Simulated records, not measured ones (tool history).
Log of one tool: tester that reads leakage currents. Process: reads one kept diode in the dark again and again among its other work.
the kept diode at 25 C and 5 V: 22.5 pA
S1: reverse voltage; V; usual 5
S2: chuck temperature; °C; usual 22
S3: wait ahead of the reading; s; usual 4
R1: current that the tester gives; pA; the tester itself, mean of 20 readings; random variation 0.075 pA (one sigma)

| run | hour | S1 | S2 | S3 | R1 |
|---|---|---|---|---|---|
| 1 | 0 | 5 | 22 | 4 | 18.99 |
| 2 | 143.6 | 5 | 22 | 4 | 18.92 |
| 3 | 252.8 | 5 | 22 | 4 | 19.05 |
| 4 | 384.3 | 5 | 22 | 4 | 19.48 |
| 5 | 473.6 | 2.9 | 22 | 4 | 14.72 |
| 6 | 578.1 | 2.9 | 22 | 4 | 14.89 |
| 7 | 720.7 | 2.9 | 22 | 4 | 15.09 |
| 8 | 881 | 2.9 | 22 | 4 | 15.14 |
| 9 | 970 | 2.9 | 22 | 4 | 15.29 |
| 10 | 1043.9 | 5 | 22 | 4 | 20.18 |
| 11 | 1134.1 | 5 | 22 | 4 | 20.34 |
|  | 1191.1 | tester calibrated |
| 12 | 1235.3 | 5 | 22 | 4 | 20.67 |
| 13 | 1352.3 | 5 | 22 | 4 | 20.85 |
| 14 | 1454.9 | 1.65 | 22 | 4 | 11.88 |
| 15 | 1575 | 1.65 | 22 | 0.35 | 13.48 |
| 16 | 1658.3 | 1.65 | 22 | 0.35 | 13.66 |
|  | 1735.1 | chuck's temperature calibrated |
| 17 | 1773.8 | 5 | 22 | 4 | 20.41 |
| 18 | 1904.8 | 5 | 22 | 0.73 | 22.49 |
| 19 | 2027 | 5 | 22 | 0.73 | 22.59 |
| 20 | 2137.6 | 5 | 22 | 0.73 | 22.97 |
| 21 | 2276.8 | 5 | 22 | 1.23 | 22.07 |
| 22 | 2354 | 14.8 | 22 | 1.23 | 42.05 |
| 23 | 2455 | 1.11 | 44 | 4 | 42.76 |
| 24 | 2591.6 | 1.11 | 44 | 4 | 42.75 |
| 25 | 2712.7 | 1.11 | 26 | 7.12 | 12.89 |
| 26 | 2818.9 | 1.11 | 26 | 7.12 | 12.93 |
| 27 | 2917.9 | 8.12 | 25 | 4 | 34.53 |
| 28 | 2992.4 | 2.14 | 57 | 9.83 | 131.14 |
| 29 | 3126.9 | 2.14 | 57 | 2.32 | 130.74 |
| 30 | 3252.7 | 4.88 | 22 | 1.43 | 22.72 |
| 31 | 3325.6 | 4.88 | 51 | 1.43 | 136.48 |
| 32 | 3482.1 | 4.88 | 51 | 1.43 | 137.59 |
| 33 | 3641.1 | 7.74 | 53 | 6.26 | 192.48 |
| 34 | 3781.7 | 7.74 | 53 | 6.26 | 193.71 |
| 35 | 3879.4 | 17.84 | 50 | 3.94 | 244.43 |
| 36 | 3957 | 5.58 | 36 | 3.09 | 58.99 |
| 37 | 4102.1 | 8.08 | 25 | 5.55 | 36.59 |
| 38 | 4206.6 | 2.71 | 58 | 4 | 158.8 |
| 39 | 4290.8 | 2.71 | 50 | 0.5 | 99.74 |
| 40 | 4445.3 | 2.71 | 50 | 0.5 | 99.86 |
| 41 | 4594.5 | 5 | 27 | 0.37 | 36.72 |

3 ways to go on from here, each from the tool as it stands after run 41. What would each give?
| A | 4673.7 | 1.59 | 52 | 1.51 | ? |
| B | 4673.7 | 6.95 | 49 | 0.37 | ? |
| C | 4673.7 | 5 | 22 | 0.33 | ? |

| run | R1 |
|---|---|
| A | 86.77 |
| B | 153.14 |
| C | 28.95 |
Without the tool's hidden state the same runs would have given:
| run | R1 |
|---|---|
| A | 82.39 |
| B | 141.76 |
| C | 23.43 |
